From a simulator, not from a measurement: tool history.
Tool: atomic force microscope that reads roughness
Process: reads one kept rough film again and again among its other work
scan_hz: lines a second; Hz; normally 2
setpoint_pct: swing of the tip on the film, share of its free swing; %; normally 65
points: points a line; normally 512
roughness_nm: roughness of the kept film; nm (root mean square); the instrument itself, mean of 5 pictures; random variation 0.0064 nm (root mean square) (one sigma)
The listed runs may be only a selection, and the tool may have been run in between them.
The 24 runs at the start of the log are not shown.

Run 25, hour 1388.9: usual settings but scan_hz 3.28 Hz, setpoint_pct 56 %, points 257. Result: roughness_nm 1.153 nm (root mean square).
At hour 1406.8: new tip fitted.
Run 26, hour 1448.2: usual settings but scan_hz 2.25 Hz, setpoint_pct 56 %, points 257. Result: roughness_nm 1.22 nm (root mean square).
At hour 1493.4: new tip fitted.
Run 27, hour 1498.7: usual settings but scan_hz 1.69 Hz, setpoint_pct 56 %, points 257. Result: roughness_nm 1.272 nm (root mean square).
Run 28, hour 1562.4: usual settings but scan_hz 0.87 Hz, setpoint_pct 71 %, points 956. Result: roughness_nm 1.236 nm (root mean square).
At hour 1580.1: new tip fitted.
Run 29, hour 1606: usual settings but scan_hz 2.9 Hz, setpoint_pct 69 %, points 305. Result: roughness_nm 1.144 nm (root mean square).
Run 30, hour 1658.8: usual settings but scan_hz 2.9 Hz, setpoint_pct 73 %, points 663. Result: roughness_nm 1.064 nm (root mean square).
At hour 1664.5: new tip fitted.
Run 31, hour 1702: usual settings but scan_hz 1.2 Hz, setpoint_pct 86 %, points 514. Result: roughness_nm 1.146 nm (root mean square).
Run 32, hour 1740.4: usual settings but setpoint_pct 63 %, points 846. Result: roughness_nm 1.194 nm (root mean square).
At hour 1748.9: new tip fitted.
Run 33, hour 1790.5: usual settings but scan_hz 3.68 Hz, setpoint_pct 63 %, points 737. Result: roughness_nm 1.168 nm (root mean square).
At hour 1833.8: new tip fitted.
Run 34, hour 1864.8: usual settings but scan_hz 1.52 Hz, setpoint_pct 59 %, points 256. Result: roughness_nm 1.234 nm (root mean square).
Run 35, hour 1898.1: usual settings but setpoint_pct 64 %. Result: roughness_nm 1.179 nm (root mean square).
At hour 1918.7: new tip fitted.
Run 36, hour 1961.7: usual settings but setpoint_pct 63 %. Result: roughness_nm 1.225 nm (root mean square).

3 options for the next run, each taken on its own from the tool as it stands now. Forecast them:
At hour 2003.2: new tip fitted.
Run A, hour 2022.9: usual settings but scan_hz 2.99 Hz, setpoint_pct 63 %, points 824. Result: roughness_nm ?.
At hour 2003.2: new tip fitted.
Run B, hour 2022.9: usual settings but scan_hz 2.68 Hz, setpoint_pct 63 %. Result: roughness_nm ?.
At hour 2003.2: new tip fitted.
Run C, hour 2022.9: usual settings but setpoint_pct 80 %, points 908. Result: roughness_nm ?.

run  roughness_nm
  A         1.226
  B         1.227
  C         1.139
The same runs, with their run-to-run variation unchanged, on a tool lacking any hidden condition would have given:
run  roughness_nm
  A         1.244
  B         1.244
  C         1.155
